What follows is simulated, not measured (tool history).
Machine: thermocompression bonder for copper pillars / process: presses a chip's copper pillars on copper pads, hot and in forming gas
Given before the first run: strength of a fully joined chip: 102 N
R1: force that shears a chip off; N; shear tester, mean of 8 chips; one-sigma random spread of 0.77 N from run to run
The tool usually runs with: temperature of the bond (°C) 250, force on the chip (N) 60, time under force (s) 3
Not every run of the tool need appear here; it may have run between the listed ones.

run 1 hour=0.0 | temperature_of_the_bond_(°C)=250 force_on_the_chip_(N)=60 time_under_force_(s)=3 | R1=55.2
run 2 hour=31.3 | temperature_of_the_bond_(°C)=250 force_on_the_chip_(N)=60 time_under_force_(s)=2 | R1=48.4
run 3 hour=79.4 | temperature_of_the_bond_(°C)=250 force_on_the_chip_(N)=60 time_under_force_(s)=2 | R1=48.3
run 4 hour=129.1 | temperature_of_the_bond_(°C)=250 force_on_the_chip_(N)=60 time_under_force_(s)=2 | R1=47.3
run 5 hour=165.5 | temperature_of_the_bond_(°C)=250 force_on_the_chip_(N)=60 time_under_force_(s)=2 | R1=47.3
run 6 hour=213.3 | temperature_of_the_bond_(°C)=250 force_on_the_chip_(N)=60 time_under_force_(s)=2 | R1=45.1
run 7 hour=243.6 | temperature_of_the_bond_(°C)=250 force_on_the_chip_(N)=38 time_under_force_(s)=3 | R1=41.0
run 8 hour=266.7 | temperature_of_the_bond_(°C)=250 force_on_the_chip_(N)=60 time_under_force_(s)=7 | R1=68.0
-- hour=297.4 forming gas filter changed
run 9 hour=313.6 | temperature_of_the_bond_(°C)=250 force_on_the_chip_(N)=46 time_under_force_(s)=7 | R1=64.6
run 10 hour=335.6 | temperature_of_the_bond_(°C)=250 force_on_the_chip_(N)=46 time_under_force_(s)=7 | R1=66.7
run 11 hour=363.1 | temperature_of_the_bond_(°C)=250 force_on_the_chip_(N)=60 time_under_force_(s)=3 | R1=58.8
run 12 hour=411.6 | temperature_of_the_bond_(°C)=250 force_on_the_chip_(N)=48 time_under_force_(s)=3 | R1=51.9
run 13 hour=458.4 | temperature_of_the_bond_(°C)=250 force_on_the_chip_(N)=71 time_under_force_(s)=3 | R1=61.2
run 14 hour=493.4 | temperature_of_the_bond_(°C)=250 force_on_the_chip_(N)=60 time_under_force_(s)=3 | R1=56.5
run 15 hour=542.9 | temperature_of_the_bond_(°C)=257 force_on_the_chip_(N)=60 time_under_force_(s)=3 | R1=60.6
run 16 hour=577.0 | temperature_of_the_bond_(°C)=257 force_on_the_chip_(N)=60 time_under_force_(s)=3 | R1=60.7
run 17 hour=622.1 | temperature_of_the_bond_(°C)=241 force_on_the_chip_(N)=60 time_under_force_(s)=3 | R1=51.1
run 18 hour=659.1 | temperature_of_the_bond_(°C)=250 force_on_the_chip_(N)=60 time_under_force_(s)=3 | R1=55.8
run 19 hour=704.0 | temperature_of_the_bond_(°C)=250 force_on_the_chip_(N)=60 time_under_force_(s)=3 | R1=56.7
run 20 hour=756.4 | temperature_of_the_bond_(°C)=250 force_on_the_chip_(N)=60 time_under_force_(s)=3 | R1=55.3
run 21 hour=810.3 | temperature_of_the_bond_(°C)=250 force_on_the_chip_(N)=46 time_under_force_(s)=3 | R1=48.0

Run 22 comes next. What will it give?
run 22 hour=860.7 | temperature_of_the_bond_(°C)=250 force_on_the_chip_(N)=46 time_under_force_(s)=3 | R1=?

{"run 22": {"R1": 47.0}}
On a tool with no hidden condition, and with the same random variation, this run would have come out at R1 51.3 N.
